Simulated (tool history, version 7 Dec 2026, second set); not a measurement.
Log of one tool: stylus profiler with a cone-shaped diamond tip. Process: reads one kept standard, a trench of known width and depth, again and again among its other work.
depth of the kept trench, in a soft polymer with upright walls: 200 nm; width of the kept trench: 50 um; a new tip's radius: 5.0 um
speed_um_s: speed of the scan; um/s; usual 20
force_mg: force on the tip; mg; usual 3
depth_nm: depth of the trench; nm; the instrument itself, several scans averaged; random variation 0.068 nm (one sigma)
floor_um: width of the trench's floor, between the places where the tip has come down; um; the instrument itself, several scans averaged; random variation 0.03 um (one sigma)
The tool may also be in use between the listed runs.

run    hour  speed_um_s  force_mg  depth_nm  floor_um
  1       0          20         3    202.94     46.42
  2   109.8          79         3     202.9     46.19
  3   171.2          34         3    202.76     46.34
  4   293.4          34         3     202.7     46.29
  5   412.1          34         3    202.57     46.25
  6   502.9          34         3    202.59     46.24
  7   606.1          20      1.26    201.15     46.24
      686.7  -- height scale calibrated on a step standard
  8   706.4          56      1.26    200.63     46.06
  9   765.6          56      1.26    200.56     46.05
 10   866.6          56      1.26    200.62     45.98
 11   983.4          56      1.26     200.5     45.98
 12  1082.1          56      1.26    200.48     45.93
 13  1220.9          56      1.26    200.34     45.96
     1275.2  -- new tip fitted, height scale calibrated
 14  1323.9          56      1.26    201.86     46.92
     1386.4  -- height scale calibrated on a step standard, once more
 15  1413.5          56      1.26    201.85     46.87
 16  1527.1          56      1.26    201.87     46.85
 17  1625.7          20         3    203.28      47.1
 18  1736.2          20         3    203.28     47.04
 19  1793.2          20         3    203.13     47.03
 20  1860.2          20      2.25    202.55        47
 21  1942.2          20      2.25    202.42     46.94
 22  2000.4           5         3    203.02     47.02
 23  2081.6          20         3    202.96     46.95
 24    2147          20         3    203.04     46.94
 25  2261.2          20         3    202.82     46.86
 26  2373.3          20         3    202.88     46.92
 27  2501.8           9      8.45    206.05     46.87
 28  2605.7           9      3.44    203.14     46.86
 29  2733.1          47      3.65       203     46.69
 30  2823.2           5      6.52    204.94     46.83
 31    2950          56      8.46    205.98     46.72
 32  3037.8          24      1.33    201.15     46.63
 33    3113          12      2.73    202.17     46.74
     3162.8  -- height scale calibrated on a step standard
 34  3233.7           9      2.21    202.63     46.73
 35    3365           9      2.21    202.63      46.7
 36  3478.6          72      4.09    204.04     46.48
 37  3597.9          12      1.07    201.37     46.63
 38  3694.7          15      2.01    202.17     46.61
 39  3780.7          15      2.01    202.11     46.59
 40  3853.1          15      2.01    202.23     46.57
 41  3986.9          11      1.43    201.57     46.59

Run 42 comes next. What will it give?
 42  4089.1          11       1.4         ?         ?

Run 42 gave depth_nm 201.42 nm, floor_um 46.49 um.
Without the tool's hidden state the same run would have given depth_nm 201.94 nm, floor_um 47.14 um.

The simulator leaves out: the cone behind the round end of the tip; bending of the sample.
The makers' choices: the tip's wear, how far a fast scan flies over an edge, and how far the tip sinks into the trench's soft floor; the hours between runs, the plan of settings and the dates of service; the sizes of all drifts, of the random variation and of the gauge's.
